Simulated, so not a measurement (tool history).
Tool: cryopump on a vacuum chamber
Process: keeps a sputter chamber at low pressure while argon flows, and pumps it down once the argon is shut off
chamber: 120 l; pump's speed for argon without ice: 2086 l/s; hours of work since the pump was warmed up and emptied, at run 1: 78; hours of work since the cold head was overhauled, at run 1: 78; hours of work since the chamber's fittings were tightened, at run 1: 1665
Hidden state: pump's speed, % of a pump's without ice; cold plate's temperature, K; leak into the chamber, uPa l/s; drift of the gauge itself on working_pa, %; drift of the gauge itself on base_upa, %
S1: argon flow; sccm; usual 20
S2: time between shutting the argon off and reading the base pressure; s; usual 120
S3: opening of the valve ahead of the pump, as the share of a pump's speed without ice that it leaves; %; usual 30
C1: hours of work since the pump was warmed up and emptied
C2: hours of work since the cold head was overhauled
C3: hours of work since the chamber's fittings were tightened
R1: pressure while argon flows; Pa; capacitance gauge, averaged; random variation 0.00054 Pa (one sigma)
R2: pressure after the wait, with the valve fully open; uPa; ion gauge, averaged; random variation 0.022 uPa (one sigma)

{"run": 1, "day": 0.0, "S1": 20, "S2": 120, "S3": 30, "C1": 78, "C2": 78, "C3": 1665, "R1": 0.0544, "R2": 0.98}
{"run": 2, "day": 0.538, "S1": 20, "S2": 120, "S3": 30, "C1": 85, "C2": 85, "C3": 1672, "R1": 0.0546, "R2": 1.01}
{"run": 3, "day": 1.312, "S1": 20, "S2": 241, "S3": 30, "C1": 94, "C2": 94, "C3": 1681, "R1": 0.0553, "R2": 0.74}
{"run": 4, "day": 1.771, "S1": 20, "S2": 241, "S3": 30, "C1": 100, "C2": 100, "C3": 1687, "R1": 0.0557, "R2": 0.77}
{"run": 5, "day": 2.342, "S1": 20, "S2": 120, "S3": 30, "C1": 107, "C2": 107, "C3": 1694, "R1": 0.0546, "R2": 1.03}
{"run": 6, "day": 2.704, "S1": 20, "S2": 120, "S3": 30, "C1": 111, "C2": 111, "C3": 1698, "R1": 0.0548, "R2": 1.03}
{"run": 7, "day": 3.529, "S1": 20, "S2": 120, "S3": 30, "C1": 121, "C2": 121, "C3": 1708, "R1": 0.055, "R2": 1.04}
{"run": 8, "day": 4.042, "S1": 16, "S2": 120, "S3": 30, "C1": 127, "C2": 127, "C3": 1714, "R1": 0.0443, "R2": 1.05}
{"run": 9, "day": 4.454, "S1": 16, "S2": 120, "S3": 30, "C1": 133, "C2": 133, "C3": 1720, "R1": 0.0437, "R2": 1.01}
{"run": 10, "day": 5.079, "S1": 16, "S2": 120, "S3": 30, "C1": 140, "C2": 140, "C3": 1727, "R1": 0.0443, "R2": 1.01}
{"run": 11, "day": 5.558, "S1": 16, "S2": 228, "S3": 30, "C1": 146, "C2": 146, "C3": 1733, "R1": 0.0442, "R2": 0.79}
{"run": 12, "day": 6.004, "S1": 16, "S2": 228, "S3": 30, "C1": 151, "C2": 151, "C3": 1738, "R1": 0.0443, "R2": 0.75}
{"run": 13, "day": 6.412, "S1": 16, "S2": 228, "S3": 30, "C1": 156, "C2": 156, "C3": 1743, "R1": 0.0444, "R2": 0.81}
{"run": 14, "day": 7.075, "S1": 16, "S2": 228, "S3": 30, "C1": 165, "C2": 165, "C3": 1752, "R1": 0.0447, "R2": 0.78}
{"run": 15, "day": 7.429, "S1": 16, "S2": 228, "S3": 30, "C1": 169, "C2": 169, "C3": 1756, "R1": 0.0447, "R2": 0.81}
{"run": 16, "day": 8.204, "S1": 16, "S2": 228, "S3": 30, "C1": 178, "C2": 178, "C3": 1765, "R1": 0.0442, "R2": 0.81}
{"run": 17, "day": 8.538, "S1": 20, "S2": 120, "S3": 30, "C1": 182, "C2": 182, "C3": 1769, "R1": 0.0559, "R2": 1.1}
{"run": 18, "day": 8.979, "S1": 20, "S2": 120, "S3": 30, "C1": 188, "C2": 188, "C3": 1775, "R1": 0.0556, "R2": 1.09}
{"run": 19, "day": 9.462, "S1": 20, "S2": 120, "S3": 30, "C1": 194, "C2": 194, "C3": 1781, "R1": 0.0556, "R2": 1.02}
{"run": 20, "day": 9.942, "S1": 24, "S2": 26, "S3": 30, "C1": 200, "C2": 200, "C3": 1787, "R1": 0.0681, "R2": 2.86}
{"run": 21, "day": 10.608, "S1": 24, "S2": 26, "S3": 30, "C1": 208, "C2": 208, "C3": 1795, "R1": 0.0675, "R2": 2.93}
{"run": 22, "day": 11.388, "S1": 15, "S2": 120, "S3": 45, "C1": 217, "C2": 217, "C3": 1804, "R1": 0.0283, "R2": 1.04}
{"run": 23, "day": 11.892, "S1": 13, "S2": 29, "S3": 37, "C1": 223, "C2": 223, "C3": 1810, "R1": 0.0298, "R2": 2.7}
{"run": 24, "day": 12.238, "S1": 23, "S2": 28, "S3": 37, "C1": 228, "C2": 228, "C3": 1815, "R1": 0.0527, "R2": 2.79}
{"run": 25, "day": 13.012, "S1": 18, "S2": 120, "S3": 16, "C1": 237, "C2": 237, "C3": 1824, "R1": 0.0934, "R2": 1.05}
{"run": 26, "day": 13.571, "S1": 18, "S2": 120, "S3": 16, "C1": 244, "C2": 244, "C3": 1831, "R1": 0.093, "R2": 1.1}
{"run": 27, "day": 13.904, "S1": 18, "S2": 120, "S3": 16, "C1": 248, "C2": 248, "C3": 1835, "R1": 0.0925, "R2": 1.13}
{"run": 28, "day": 14.275, "S1": 16, "S2": 219, "S3": 23, "C1": 252, "C2": 252, "C3": 1839, "R1": 0.0581, "R2": 0.84}
{"run": 29, "day": 14.758, "S1": 10, "S2": 120, "S3": 39, "C1": 258, "C2": 258, "C3": 1845, "R1": 0.0224, "R2": 1.09}
{"run": 30, "day": 15.362, "S1": 25, "S2": 263, "S3": 24, "C1": 266, "C2": 266, "C3": 1853, "R1": 0.0872, "R2": 0.8}
{"run": 31, "day": 15.9, "S1": 25, "S2": 263, "S3": 24, "C1": 272, "C2": 272, "C3": 1859, "R1": 0.0887, "R2": 0.84}
{"run": 32, "day": 16.258, "S1": 20, "S2": 25, "S3": 30, "C1": 277, "C2": 277, "C3": 1864, "R1": 0.0567, "R2": 3.09}
{"run": 33, "day": 16.646, "S1": 20, "S2": 25, "S3": 21, "C1": 281, "C2": 281, "C3": 1868, "R1": 0.0801, "R2": 3.06}
{"run": 34, "day": 17.354, "S1": 21, "S2": 96, "S3": 21, "C1": 290, "C2": 290, "C3": 1877, "R1": 0.0851, "R2": 1.22}

Hidden state or all else? Some run-to-run changes of R1, split into what the settings, what came in and random variation would give without the hidden state, and what is left for the hidden state (with any gauge scatter that isn't in both results):
Run 21 -> 22: S1 24 -> 15, S2 26 -> 120, S3 30 -> 45. R1 -0.0392 Pa: hidden state -0.0007, all else -0.0385.
Run 23 -> 24: S1 13 -> 23, S2 29 -> 28. R1 +0.0229 Pa: hidden state +0.0011, all else +0.0218.
Run 24 -> 25: S1 23 -> 18, S2 28 -> 120, S3 37 -> 16. R1 +0.0407 Pa: hidden state -0.0003, all else +0.0410.
Run 29 -> 30: S1 10 -> 25, S2 120 -> 263, S3 39 -> 24. R1 +0.0648 Pa: hidden state +0.0019, all else +0.0629.
